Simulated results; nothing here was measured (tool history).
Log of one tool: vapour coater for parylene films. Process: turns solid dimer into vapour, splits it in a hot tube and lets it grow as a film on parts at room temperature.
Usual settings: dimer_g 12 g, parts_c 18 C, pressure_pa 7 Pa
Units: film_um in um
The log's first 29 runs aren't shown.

run,hour,dimer_g,parts_c,pressure_pa,film_um
# hour 1861.7: trap's valve overhauled
30,1863,12,18,8.49,4.02
31,1937,15,14,5.76,6.23
32,1975.6,6,14,2.41,2.6
33,2064.1,16,12,3.27,6.93
34,2119,5,27,7.74,1.1
35,2190.8,15,18,2.71,5.18
36,2270.8,13,11,2.71,5.52
37,2317,13,13,2.71,5.45
38,2387.4,10,14,8.62,3.77
39,2448.7,5,28,8.62,0.98
40,2488.4,11,28,9.53,2.06
41,2537.7,11,28,9.53,2.1
# hour 2559.2: trap's valve overhauled
42,2628.9,14,16,5.86,5.19
43,2709.8,14,16,5.86,5.06
44,2777.2,12,12,9.28,5.09
45,2844.2,16,18,7,5.09
46,2931.7,16,18,7,5.1

Forecast each of these 3 alternatives for the next run:
A,3007.3,20,27,7,?
B,3007.3,16,28,3.34,?
C,3007.3,7,29,10.14,?

run,film_um
A,4.07
B,3.26
C,1.32
Without the tool's hidden state the same runs would have given:
run,film_um
A,4.64
B,3.72
C,1.5
